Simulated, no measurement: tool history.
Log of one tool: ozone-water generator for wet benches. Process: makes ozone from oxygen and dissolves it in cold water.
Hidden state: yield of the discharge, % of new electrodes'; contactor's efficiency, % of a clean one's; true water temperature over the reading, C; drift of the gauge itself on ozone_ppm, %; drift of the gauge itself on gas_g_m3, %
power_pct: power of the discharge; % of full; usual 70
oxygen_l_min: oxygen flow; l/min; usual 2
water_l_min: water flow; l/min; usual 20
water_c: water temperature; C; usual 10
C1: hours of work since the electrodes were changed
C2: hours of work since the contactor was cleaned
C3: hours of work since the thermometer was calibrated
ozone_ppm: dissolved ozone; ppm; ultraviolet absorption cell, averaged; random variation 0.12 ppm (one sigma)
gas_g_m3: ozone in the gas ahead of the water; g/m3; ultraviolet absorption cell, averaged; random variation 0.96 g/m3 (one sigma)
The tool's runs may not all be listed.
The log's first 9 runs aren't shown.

{"run": 10, "hour": 322.4, "power_pct": 77, "oxygen_l_min": 2, "water_l_min": 20, "water_c": 10, "C1": 1519, "C2": 1918, "C3": 1316, "ozone_ppm": 10.8, "gas_g_m3": 158.8}
{"run": 11, "hour": 364.3, "power_pct": 77, "oxygen_l_min": 2, "water_l_min": 20, "water_c": 10, "C1": 1553, "C2": 1952, "C3": 1350, "ozone_ppm": 10.6, "gas_g_m3": 158.9}
{"run": 12, "hour": 386.8, "power_pct": 70, "oxygen_l_min": 2, "water_l_min": 20, "water_c": 10, "C1": 1572, "C2": 1971, "C3": 1369, "ozone_ppm": 9.9, "gas_g_m3": 149.7}
{"run": 13, "hour": 412.0, "power_pct": 70, "oxygen_l_min": 2, "water_l_min": 20, "water_c": 10, "C1": 1592, "C2": 1991, "C3": 1390, "ozone_ppm": 10.1, "gas_g_m3": 149.5}
{"run": 14, "hour": 434.1, "power_pct": 55, "oxygen_l_min": 2, "water_l_min": 20, "water_c": 10, "C1": 1610, "C2": 2010, "C3": 1408, "ozone_ppm": 8.3, "gas_g_m3": 126.7}
{"run": 15, "hour": 477.3, "power_pct": 70, "oxygen_l_min": 2, "water_l_min": 20, "water_c": 10, "C1": 1646, "C2": 2045, "C3": 1443, "ozone_ppm": 9.8, "gas_g_m3": 148.6}
{"run": 16, "hour": 513.6, "power_pct": 70, "oxygen_l_min": 2, "water_l_min": 20, "water_c": 10, "C1": 1676, "C2": 2075, "C3": 1473, "ozone_ppm": 9.8, "gas_g_m3": 150.1}
{"run": 17, "hour": 539.9, "power_pct": 70, "oxygen_l_min": 2, "water_l_min": 20, "water_c": 10, "C1": 1697, "C2": 2096, "C3": 1495, "ozone_ppm": 9.6, "gas_g_m3": 149.6}
{"run": 18, "hour": 580.1, "power_pct": 48, "oxygen_l_min": 1.05, "water_l_min": 25, "water_c": 12, "C1": 1730, "C2": 2129, "C3": 1528, "ozone_ppm": 4.6, "gas_g_m3": 159.5}
{"run": 19, "hour": 623.5, "power_pct": 48, "oxygen_l_min": 1.05, "water_l_min": 25, "water_c": 12, "C1": 1766, "C2": 2165, "C3": 1563, "ozone_ppm": 4.6, "gas_g_m3": 159.2}
{"run": 20, "hour": 646.0, "power_pct": 53, "oxygen_l_min": 2.43, "water_l_min": 20, "water_c": 10, "C1": 1784, "C2": 2184, "C3": 1582, "ozone_ppm": 8.8, "gas_g_m3": 111.5}
{"run": 21, "hour": 687.2, "power_pct": 53, "oxygen_l_min": 2.43, "water_l_min": 22, "water_c": 7, "C1": 1818, "C2": 2217, "C3": 1616, "ozone_ppm": 8, "gas_g_m3": 111}
{"run": 22, "hour": 715.2, "power_pct": 53, "oxygen_l_min": 2.43, "water_l_min": 22, "water_c": 7, "C1": 1841, "C2": 2240, "C3": 1639, "ozone_ppm": 8, "gas_g_m3": 110.6}
{"run": 23, "hour": 747.4, "power_pct": 53, "oxygen_l_min": 2.43, "water_l_min": 22, "water_c": 7, "C1": 1868, "C2": 2267, "C3": 1665, "ozone_ppm": 8, "gas_g_m3": 110.4}
{"run": 24, "hour": 766.4, "power_pct": 53, "oxygen_l_min": 2.43, "water_l_min": 22, "water_c": 5, "C1": 1883, "C2": 2283, "C3": 1681, "ozone_ppm": 8, "gas_g_m3": 110.5}
{"run": 25, "hour": 809.0, "power_pct": 42, "oxygen_l_min": 1.07, "water_l_min": 16, "water_c": 7, "C1": 1918, "C2": 2317, "C3": 1716, "ozone_ppm": 6.9, "gas_g_m3": 143}
{"hour": 825.5, "done": "contactor cleaned"}
{"run": 26, "hour": 832.9, "power_pct": 70, "oxygen_l_min": 2, "water_l_min": 23, "water_c": 10, "C1": 1935, "C2": 6, "C3": 1732, "ozone_ppm": 8.7, "gas_g_m3": 147.4}
{"run": 27, "hour": 862.5, "power_pct": 98, "oxygen_l_min": 1.06, "water_l_min": 25, "water_c": 10, "C1": 1959, "C2": 30, "C3": 1757, "ozone_ppm": 8, "gas_g_m3": 253.6}
{"run": 28, "hour": 890.3, "power_pct": 49, "oxygen_l_min": 1.13, "water_l_min": 25, "water_c": 9, "C1": 1982, "C2": 53, "C3": 1779, "ozone_ppm": 5.1, "gas_g_m3": 153.6}
{"run": 29, "hour": 933.7, "power_pct": 49, "oxygen_l_min": 2, "water_l_min": 15, "water_c": 10, "C1": 2018, "C2": 89, "C3": 1815, "ozone_ppm": 10.2, "gas_g_m3": 115.9}
{"run": 30, "hour": 971.3, "power_pct": 70, "oxygen_l_min": 2, "water_l_min": 18, "water_c": 10, "C1": 2048, "C2": 120, "C3": 1846, "ozone_ppm": 10.9, "gas_g_m3": 146}
{"run": 31, "hour": 994.1, "power_pct": 80, "oxygen_l_min": 1.22, "water_l_min": 21, "water_c": 13, "C1": 2067, "C2": 139, "C3": 1865, "ozone_ppm": 8.5, "gas_g_m3": 204.4}
{"run": 32, "hour": 1040.8, "power_pct": 80, "oxygen_l_min": 1.22, "water_l_min": 21, "water_c": 13, "C1": 2106, "C2": 177, "C3": 1903, "ozone_ppm": 8.3, "gas_g_m3": 202.3}
{"run": 33, "hour": 1061.6, "power_pct": 43, "oxygen_l_min": 1.22, "water_l_min": 19, "water_c": 6, "C1": 2123, "C2": 194, "C3": 1920, "ozone_ppm": 6.3, "gas_g_m3": 134.3}
{"run": 34, "hour": 1093.6, "power_pct": 70, "oxygen_l_min": 2, "water_l_min": 30, "water_c": 10, "C1": 2149, "C2": 220, "C3": 1946, "ozone_ppm": 6.2, "gas_g_m3": 145}

3 ways to go on from here, each from the tool as it stands after run 34. What would each give?
{"run": "A", "hour": 1115.7, "power_pct": 70, "oxygen_l_min": 2, "water_l_min": 24, "water_c": 10, "C1": 2167, "C2": 238, "C3": 1965, "ozone_ppm": "?", "gas_g_m3": "?"}
{"run": "B", "hour": 1115.7, "power_pct": 64, "oxygen_l_min": 2.53, "water_l_min": 30, "water_c": 12, "C1": 2167, "C2": 238, "C3": 1965, "ozone_ppm": "?", "gas_g_m3": "?"}
{"run": "C", "hour": 1115.7, "power_pct": 97, "oxygen_l_min": 1.01, "water_l_min": 20, "water_c": 10, "C1": 2167, "C2": 238, "C3": 1965, "ozone_ppm": "?", "gas_g_m3": "?"}

run=A ozone_ppm=8.1 gas_g_m3=144.3
run=B ozone_ppm=6.5 gas_g_m3=120.7
run=C ozone_ppm=9.7 gas_g_m3=250.8
Without the tool's hidden state the same runs would have given:
run=A ozone_ppm=9.3 gas_g_m3=163.8
run=B ozone_ppm=7.3 gas_g_m3=135.9
run=C ozone_ppm=11.4 gas_g_m3=293
